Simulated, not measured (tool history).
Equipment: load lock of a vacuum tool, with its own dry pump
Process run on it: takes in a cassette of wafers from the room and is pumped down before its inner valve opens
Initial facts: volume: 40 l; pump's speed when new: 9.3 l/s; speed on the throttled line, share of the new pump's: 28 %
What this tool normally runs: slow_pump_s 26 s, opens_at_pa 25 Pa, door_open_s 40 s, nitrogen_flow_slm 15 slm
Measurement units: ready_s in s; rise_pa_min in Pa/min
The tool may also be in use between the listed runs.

run,hour,slow_pump_s,opens_at_pa,door_open_s,nitrogen_flow_slm,"incoming humidity of the room's air, %",ready_s,rise_pa_min
1,0,26,25,40,15,46.8,59.1,0.028
2,86.4,26,25,40,15,45.3,59,0.027
3,130.9,26,25,40,15,48.6,59.1,0.032
4,219.5,26,25,89,15,41,59.4,0.035
5,275.3,26,25,89,15,44.9,59.6,0.047
6,342.6,26,25,30,15,45.4,59.7,0.031
7,402.9,26,25,30,15,44.2,59.3,0.027
8,447.9,26,25,92,15,48.2,60.1,0.043
9,513.6,26,25,40,15,45.2,59.7,0.031
10,601.2,26,42,40,15,45.8,57.3,0.029
11,678.6,26,42,40,15,46.3,57,0.03
12,746.8,26,26,40,15,47.7,59.6,0.034
13,787.8,26,26,40,15,47.7,59.5,0.037
14,853.2,26,26,40,15,45.4,59.5,0.033
15,905.9,26,26,40,15,46.7,59.1,0.033
16,944.6,26,26,131,17,47,59.4,0.053
17,986.6,39,18,195,17,43.8,69.7,0.06
18,1070.9,18,42,195,16,47.3,51.7,0.066
19,1111.8,14,40,68,16,43.3,49.3,0.037
20,1163.4,29,22,113,6,47.3,62.7,0.068

Predict each of these 3 candidate next runs independently; none follows another, all start after run 20:
A,1252.5,15,25,40,15,45,?,?
B,1252.5,26,39,40,15,44.5,?,?
C,1252.5,29,22,45,22,44.5,?,?

run,ready_s,rise_pa_min
A,52.8,0.032
B,57.6,0.03
C,62.2,0.037
Had the tool no hidden state, the same runs would have come out as:
run,ready_s,rise_pa_min
A,46.5,0.019
B,52.3,0.017
C,56.6,0.025
